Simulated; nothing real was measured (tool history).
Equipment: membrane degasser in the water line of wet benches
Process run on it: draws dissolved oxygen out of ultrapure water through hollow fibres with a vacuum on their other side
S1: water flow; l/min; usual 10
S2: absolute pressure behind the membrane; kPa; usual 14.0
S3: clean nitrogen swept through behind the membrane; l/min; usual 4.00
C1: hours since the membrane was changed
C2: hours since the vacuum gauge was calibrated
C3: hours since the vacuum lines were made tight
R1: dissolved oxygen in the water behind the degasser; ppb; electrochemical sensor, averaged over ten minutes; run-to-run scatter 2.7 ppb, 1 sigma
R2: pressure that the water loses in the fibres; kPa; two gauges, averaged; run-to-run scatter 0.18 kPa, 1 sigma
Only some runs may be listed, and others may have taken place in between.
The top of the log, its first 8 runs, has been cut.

run   hour  S1    S2    S3    C1    C2     C3     R1     R2
  9  289.1  13  14.0  4.00   985  1377  12029  523.2  43.51
 10  316.5  13  14.0  4.00  1012  1404  12056  531.2  43.06
 11  353.1  13  14.0  4.00  1049  1441  12093  537.0  43.43
 12  399.5  13  14.0  4.00  1095  1487  12139  534.3  43.19
 13  442.4  10  14.0  4.00  1138  1530  12182  275.3  33.38
 14  474.0  10  14.0  4.00  1170  1562  12214  277.7  33.35
 15  504.6  10  14.0  4.00  1200  1592  12244  275.0  33.45
 16  530.9   8  14.0  4.00  1227  1619  12270  150.3  26.55
 17  569.5  10  14.2  4.00  1265  1657  12309  278.2  33.28
 18  608.4  10  14.2  4.00  1304  1696  12348  282.6  33.32
 19  645.3  10  14.2  4.00  1341  1733  12385  274.8  33.29
     649.5  -- vacuum gauge calibrated
 20  674.7  10  24.3  1.76  1370    25  12414  483.6  33.59

For run 21, what comes out?
 21  705.8  10  14.0  9.34  1401  56  12445   ?   ?

{"run 21": {"R1": 238.5, "R2": 33.39}}
With the hidden condition absent and the run-to-run variation left alone, this run would have shown R1 232.4 ppb, R2 33.20 kPa.
